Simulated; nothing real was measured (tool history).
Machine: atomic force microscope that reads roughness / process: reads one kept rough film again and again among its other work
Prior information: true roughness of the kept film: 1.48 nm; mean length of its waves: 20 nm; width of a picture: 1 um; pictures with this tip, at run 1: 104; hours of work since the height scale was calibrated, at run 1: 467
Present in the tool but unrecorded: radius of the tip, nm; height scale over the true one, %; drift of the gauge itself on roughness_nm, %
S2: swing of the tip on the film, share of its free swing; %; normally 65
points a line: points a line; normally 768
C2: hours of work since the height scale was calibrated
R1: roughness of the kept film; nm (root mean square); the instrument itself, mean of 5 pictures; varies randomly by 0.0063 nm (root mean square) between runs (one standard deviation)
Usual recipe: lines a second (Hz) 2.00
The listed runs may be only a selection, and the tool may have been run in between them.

run 1 hour=0.0 | lines_a_second_(Hz)=2.00 S2=65 points_a_line=768 | pictures_with_this_tip=104 C2=467 | R1=1.220
run 2 hour=22.7 | lines_a_second_(Hz)=2.00 S2=65 points_a_line=768 | pictures_with_this_tip=146 C2=485 | R1=1.225
run 3 hour=43.8 | lines_a_second_(Hz)=2.00 S2=65 points_a_line=768 | pictures_with_this_tip=185 C2=501 | R1=1.235
run 4 hour=62.2 | lines_a_second_(Hz)=1.19 S2=65 points_a_line=768 | pictures_with_this_tip=219 C2=515 | R1=1.257
run 5 hour=74.5 | lines_a_second_(Hz)=1.19 S2=65 points_a_line=768 | pictures_with_this_tip=242 C2=525 | R1=1.242
run 6 hour=94.9 | lines_a_second_(Hz)=1.19 S2=65 points_a_line=768 | pictures_with_this_tip=279 C2=541 | R1=1.259
run 7 hour=108.6 | lines_a_second_(Hz)=1.19 S2=65 points_a_line=768 | pictures_with_this_tip=305 C2=551 | R1=1.248
run 8 hour=125.4 | lines_a_second_(Hz)=1.19 S2=65 points_a_line=768 | pictures_with_this_tip=336 C2=564 | R1=1.248
run 9 hour=136.9 | lines_a_second_(Hz)=2.00 S2=65 points_a_line=768 | pictures_with_this_tip=357 C2=573 | R1=1.229
-- hour=154.4 new tip fitted
run 10 hour=160.7 | lines_a_second_(Hz)=2.00 S2=65 points_a_line=768 | pictures_with_this_tip=11 C2=591 | R1=1.227
run 11 hour=173.1 | lines_a_second_(Hz)=2.00 S2=65 points_a_line=488 | pictures_with_this_tip=34 C2=601 | R1=1.220
run 12 hour=194.0 | lines_a_second_(Hz)=2.00 S2=65 points_a_line=768 | pictures_with_this_tip=73 C2=617 | R1=1.247
run 13 hour=206.8 | lines_a_second_(Hz)=2.00 S2=65 points_a_line=768 | pictures_with_this_tip=97 C2=627 | R1=1.227
run 14 hour=232.2 | lines_a_second_(Hz)=2.00 S2=65 points_a_line=768 | pictures_with_this_tip=144 C2=647 | R1=1.229
run 15 hour=250.0 | lines_a_second_(Hz)=2.00 S2=65 points_a_line=768 | pictures_with_this_tip=177 C2=660 | R1=1.242
run 16 hour=271.7 | lines_a_second_(Hz)=1.65 S2=65 points_a_line=768 | pictures_with_this_tip=217 C2=677 | R1=1.238
run 17 hour=283.8 | lines_a_second_(Hz)=1.65 S2=65 points_a_line=768 | pictures_with_this_tip=240 C2=687 | R1=1.235
run 18 hour=301.4 | lines_a_second_(Hz)=1.65 S2=65 points_a_line=768 | pictures_with_this_tip=272 C2=700 | R1=1.232
run 19 hour=315.2 | lines_a_second_(Hz)=2.00 S2=65 points_a_line=768 | pictures_with_this_tip=298 C2=711 | R1=1.241
run 20 hour=335.9 | lines_a_second_(Hz)=2.00 S2=65 points_a_line=768 | pictures_with_this_tip=336 C2=727 | R1=1.221
run 21 hour=354.9 | lines_a_second_(Hz)=1.61 S2=65 points_a_line=768 | pictures_with_this_tip=371 C2=742 | R1=1.243
-- hour=364.2 new tip fitted
run 22 hour=379.1 | lines_a_second_(Hz)=1.61 S2=65 points_a_line=768 | pictures_with_this_tip=27 C2=760 | R1=1.247
run 23 hour=403.1 | lines_a_second_(Hz)=1.61 S2=65 points_a_line=768 | pictures_with_this_tip=72 C2=779 | R1=1.250
run 24 hour=418.0 | lines_a_second_(Hz)=2.00 S2=71 points_a_line=768 | pictures_with_this_tip=99 C2=790 | R1=1.207
run 25 hour=438.9 | lines_a_second_(Hz)=2.00 S2=71 points_a_line=768 | pictures_with_this_tip=138 C2=806 | R1=1.201
run 26 hour=458.7 | lines_a_second_(Hz)=2.00 S2=65 points_a_line=768 | pictures_with_this_tip=174 C2=822 | R1=1.224

Predict the results of run 27:
run 27 hour=470.1 | lines_a_second_(Hz)=2.00 S2=65 points_a_line=768 | pictures_with_this_tip=196 C2=830 | R1=?

R1: 1.229 nm (root mean square)
Had the tool carried no hidden state, the very same run would have given R1 1.231 nm (root mean square).
